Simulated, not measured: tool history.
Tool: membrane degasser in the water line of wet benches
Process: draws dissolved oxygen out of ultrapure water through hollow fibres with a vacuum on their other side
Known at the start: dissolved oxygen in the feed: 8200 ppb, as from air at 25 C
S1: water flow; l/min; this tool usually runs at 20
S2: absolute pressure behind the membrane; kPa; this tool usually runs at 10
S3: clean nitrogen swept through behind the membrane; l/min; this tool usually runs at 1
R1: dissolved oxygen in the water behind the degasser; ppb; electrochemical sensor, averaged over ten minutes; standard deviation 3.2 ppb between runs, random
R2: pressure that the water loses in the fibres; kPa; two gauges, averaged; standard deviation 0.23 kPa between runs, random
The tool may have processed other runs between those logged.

| run | day | S1 | S2 | S3 | R1 | R2 |
|---|---|---|---|---|---|---|
| 1 | 0 | 20 | 10 | 1 | 313.5 | 57.99 |
| 2 | 1.596 | 20 | 10 | 1 | 317.5 | 57.96 |
| 3 | 3.412 | 20 | 10 | 1 | 316.5 | 57.86 |
| 4 | 5.912 | 20 | 10 | 1 | 317.9 | 57.95 |
| 5 | 7.929 | 20 | 10 | 1 | 321 | 57.72 |
| 6 | 9.95 | 20 | 10 | 1.46 | 233.1 | 57.79 |
| 7 | 11.042 | 20 | 10 | 1.46 | 231.6 | 57.7 |
| 8 | 12.558 | 20 | 10 | 1.46 | 240.3 | 57.55 |
| 9 | 13.992 | 20 | 10 | 1.46 | 233.8 | 57.83 |
| 10 | 15.3 | 20 | 10 | 1 | 309.3 | 58.04 |
| 11 | 17.575 | 20 | 7.7 | 1 | 218.8 | 57.97 |
| 12 | 18.946 | 20 | 10 | 1 | 311.8 | 58.11 |
| 13 | 20.504 | 20 | 10 | 1 | 318.7 | 57.42 |
| 14 | 22.171 | 20 | 10 | 1 | 313.9 | 58.09 |
| 15 | 23.279 | 26 | 10 | 1 | 399.4 | 75.47 |
| 16 | 25.483 | 20 | 10 | 1 | 318 | 58.12 |
| 17 | 27.696 | 27 | 11.8 | 2.11 | 287.1 | 77.98 |
| 18 | 30.096 | 27 | 11.8 | 0.72 | 644.4 | 77.58 |
| 19 | 32.608 | 32 | 10 | 1 | 485.1 | 92.42 |
| 20 | 35.208 | 32 | 10 | 1 | 485.8 | 92.11 |
| 21 | 36.588 | 20 | 9.6 | 1 | 298.6 | 57.8 |
| 22 | 38.554 | 20 | 24.2 | 0.71 | 1125.4 | 57.58 |
| 23 | 40.529 | 20 | 24.2 | 0.71 | 1138 | 57.75 |
| 24 | 42.617 | 20 | 24.2 | 0.71 | 1149.9 | 57.96 |
| 25 | 45.192 | 20 | 24.2 | 0.71 | 1112.3 | 57.72 |
| 26 | 47.738 | 20 | 24.2 | 0.71 | 1142.1 | 57.57 |
| 27 | 48.946 | 20 | 24.2 | 0.71 | 1115.7 | 57.85 |
| 28 | 50.771 | 18 | 14.4 | 0.41 | 909.6 | 52.04 |
| 29 | 52.592 | 18 | 14.4 | 0.41 | 899.1 | 52.23 |
| 30 | 54.496 | 23 | 10 | 1.8 | 222.1 | 66.44 |
| 31 | 56.442 | 23 | 10 | 1.8 | 228.1 | 66.41 |
| 32 | 57.692 | 13 | 10 | 0.46 | 409.3 | 37.38 |

Branching from run 32: 3 alternative next runs. What would each branch give?
| A | 59.867 | 20 | 23.8 | 1 | ? | ? |
| B | 59.867 | 14 | 7.2 | 0.46 | ? | ? |
| C | 59.867 | 25 | 10 | 1.82 | ? | ? |

| run | R1 | R2 |
|---|---|---|
| A | 857.3 | 57.45 |
| B | 266.2 | 40.56 |
| C | 242.6 | 72.32 |
With no hidden state in the tool, these same runs would have given:
| run | R1 | R2 |
|---|---|---|
| A | 856.5 | 57.43 |
| B | 265.6 | 40.54 |
| C | 242.1 | 72.29 |

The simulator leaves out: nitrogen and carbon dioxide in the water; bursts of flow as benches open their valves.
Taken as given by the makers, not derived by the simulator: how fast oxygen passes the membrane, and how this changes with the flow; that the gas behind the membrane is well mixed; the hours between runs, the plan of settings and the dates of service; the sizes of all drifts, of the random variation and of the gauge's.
